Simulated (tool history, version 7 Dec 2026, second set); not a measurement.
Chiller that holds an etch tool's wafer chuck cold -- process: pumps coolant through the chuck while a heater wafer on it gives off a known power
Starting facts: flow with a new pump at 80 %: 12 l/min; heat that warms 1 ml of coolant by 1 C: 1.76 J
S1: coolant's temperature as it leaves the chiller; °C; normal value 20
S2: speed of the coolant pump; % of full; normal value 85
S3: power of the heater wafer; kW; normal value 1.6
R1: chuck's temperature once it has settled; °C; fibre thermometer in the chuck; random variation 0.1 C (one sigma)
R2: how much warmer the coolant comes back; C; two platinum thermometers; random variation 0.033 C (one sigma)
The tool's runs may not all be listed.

{"run": 1, "hour": 0.0, "S1": 20, "S2": 85, "S3": 1.6, "R1": 31.5, "R2": 4.42}
{"run": 2, "hour": 46.4, "S1": 20, "S2": 85, "S3": 1.6, "R1": 31.6, "R2": 4.36}
{"hour": 97.4, "done": "chiller's thermometer calibrated"}
{"run": 3, "hour": 103.8, "S1": 20, "S2": 85, "S3": 1.6, "R1": 31.6, "R2": 4.39}
{"run": 4, "hour": 138.1, "S1": 20, "S2": 85, "S3": 1.6, "R1": 31.6, "R2": 4.37}
{"run": 5, "hour": 176.2, "S1": 20, "S2": 85, "S3": 1.6, "R1": 31.7, "R2": 4.37}
{"run": 6, "hour": 234.0, "S1": 20, "S2": 80, "S3": 1.6, "R1": 32.4, "R2": 4.72}
{"run": 7, "hour": 278.2, "S1": 20, "S2": 80, "S3": 1.6, "R1": 32.4, "R2": 4.76}
{"hour": 305.5, "done": "chiller's thermometer calibrated, once more"}
{"run": 8, "hour": 310.2, "S1": 20, "S2": 80, "S3": 1.6, "R1": 31.9, "R2": 4.66}
{"run": 9, "hour": 357.8, "S1": 20, "S2": 85, "S3": 1.6, "R1": 31.5, "R2": 4.42}
{"run": 10, "hour": 400.1, "S1": 20, "S2": 85, "S3": 1.6, "R1": 31.2, "R2": 4.47}

Forecast run 11:
{"run": 11, "hour": 446.8, "S1": 20, "S2": 94, "S3": 1.6, "R1": "?", "R2": "?"}

{"run 11": {"R1": 30.5, "R2": 3.95}}
Were there no unlogged condition in the tool, this run, its random variation unchanged, would have produced R1 29.6 °C, R2 3.81 C.
